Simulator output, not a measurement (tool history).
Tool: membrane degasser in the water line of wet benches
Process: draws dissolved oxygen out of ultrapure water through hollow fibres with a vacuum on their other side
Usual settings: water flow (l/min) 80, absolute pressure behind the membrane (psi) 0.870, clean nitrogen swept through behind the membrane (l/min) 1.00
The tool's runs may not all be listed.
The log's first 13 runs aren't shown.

run	day	water flow (l/min)	absolute pressure behind the membrane (psi)	clean nitrogen swept through behind the membrane (l/min)	hours since the membrane was changed	hours since the vacuum gauge was calibrated	hours since the vacuum lines were made tight	dissolved oxygen in the water behind the degasser (ppb)	pressure that the water loses in the fibres (psi)
14	19.021	80	0.870	1.00	2139	2037	3691	389.7	7.958
15	20.462	80	0.870	0.96	2173	2072	3726	401.6	7.889
16	22.542	106	0.870	0.96	2223	2122	3776	493.4	10.451
17	24.250	106	0.870	0.96	2264	2163	3817	489.8	10.460
18	26.171	106	0.870	0.96	2310	2209	3863	492.8	10.470
19	28.375	80	1.751	1.00	2363	2262	3916	1095.6	7.864
# day 28.500: vacuum gauge calibrated
20	30.575	80	2.012	2.45	2416	50	3968	700.9	7.965
21	32.033	64	2.039	0.92	2451	85	4003	1201.6	6.331

Forecast run 22:
22	34.004	110	0.870	1.28	2498	132	4050	?	?

{"run 22": {"dissolved oxygen in the water behind the degasser (ppb)": 444.2, "pressure that the water loses in the fibres (psi)": 10.882}}
Without the tool's hidden state the same run would have given dissolved oxygen in the water behind the degasser (ppb) 430.2, pressure that the water loses in the fibres (psi) 10.789.
